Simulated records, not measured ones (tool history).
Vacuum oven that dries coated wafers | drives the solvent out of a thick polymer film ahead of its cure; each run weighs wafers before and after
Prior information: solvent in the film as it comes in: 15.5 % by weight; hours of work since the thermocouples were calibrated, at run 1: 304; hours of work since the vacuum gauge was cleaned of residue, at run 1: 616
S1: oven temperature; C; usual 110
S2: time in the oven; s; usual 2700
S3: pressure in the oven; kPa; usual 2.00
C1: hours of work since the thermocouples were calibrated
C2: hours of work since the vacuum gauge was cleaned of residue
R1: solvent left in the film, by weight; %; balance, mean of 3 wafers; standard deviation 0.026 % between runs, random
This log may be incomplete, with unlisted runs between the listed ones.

run   hour   S1    S2    S3   C1    C2    R1
  1    0.0  110  2700  2.00  304   616  4.51
  2    8.1  110  2700  2.00  310   622  4.48
  3   23.5  110  2700  2.00  322   634  4.47
  4   42.3  110  2700  2.00  336   648  4.45
  5   53.6  110  2160  2.00  345   657  5.35
  6   71.1  110  2160  2.00  359   671  5.40
  7   87.6  110  2160  2.00  371   683  5.39
  8   96.0  110  2100  2.00  378   690  5.44
  9  111.6  110  2100  2.00  390   702  5.53
 10  121.2  110  1860  2.00  397   709  6.05
 11  132.8  110  1860  2.00  406   718  5.97
 12  150.4  110  1860  2.00  420   732  5.98
 13  165.9  110  2700  2.00  431   744  4.44
 14  180.3  110  2700  2.00  443   755  4.39
 15  198.8  110  2700  2.00  457   769  4.46
 16  217.0  110  2700  2.00  471   783  4.45
 17  235.9  110  2700  1.20  485   797  4.05
 18  252.9  110  2700  2.00  498   810  4.41
 19  266.1  110  2940  2.00  509   821  4.02
 20  276.3  110  2940  2.00  516   828  4.06
 21  287.0  118  2160  2.00  525   837  3.15
 22  296.6  118  2160  2.00  532   844  3.10
 23  313.6  118  2160  2.00  545   857  3.06
 24  326.5  106  1440  7.13  555   867  9.84
 25  338.7  120  2700  3.08  564   876  2.38
 26  353.9  120  2700  3.08  576   888  2.36
 27  363.2  120  2700  3.08  583   895  2.41
 28  382.7  110  3360  2.71  598   910  3.79
 29  396.7  125  1680  5.63  609   921  3.48
 30  415.4  125  1680  5.63  623   935  3.51
 31  432.0  101  1680  1.84  636   948  8.75
 32  441.0  119  2820  2.00  643   955  2.03
 33  459.4  111  1920  7.05  657   969  7.42
 34  471.9  124  2580  1.35  667   979  1.20
 35  481.2  124  2580  1.35  674   986  1.19
 36  492.7  118  1440  1.45  683   995  4.57
 37  502.1  112  3660  1.45  690  1002  2.44
 38  512.2  121  2760  1.45  698  1010  1.53
 39  528.7  120  1440  2.00  710  1022  4.17
 40  539.4  114  2280  1.85  719  1031  3.85

4 options for the next run, each taken on its own from the tool as it stands now. Forecast them:
  A  557.0  118  2280  2.54  732  1044   ?
  B  557.0  114  1380  1.85  732  1044   ?
  C  557.0  110  3180  2.00  732  1044   ?
  D  557.0  114  2280  4.36  732  1044   ?

run    R1
  A  3.10
  B  5.99
  C  3.72
  D  4.79
The same runs, with their run-to-run variation unchanged, on a tool lacking any hidden condition would have given:
run    R1
  A  3.21
  B  6.13
  C  3.83
  D  4.93
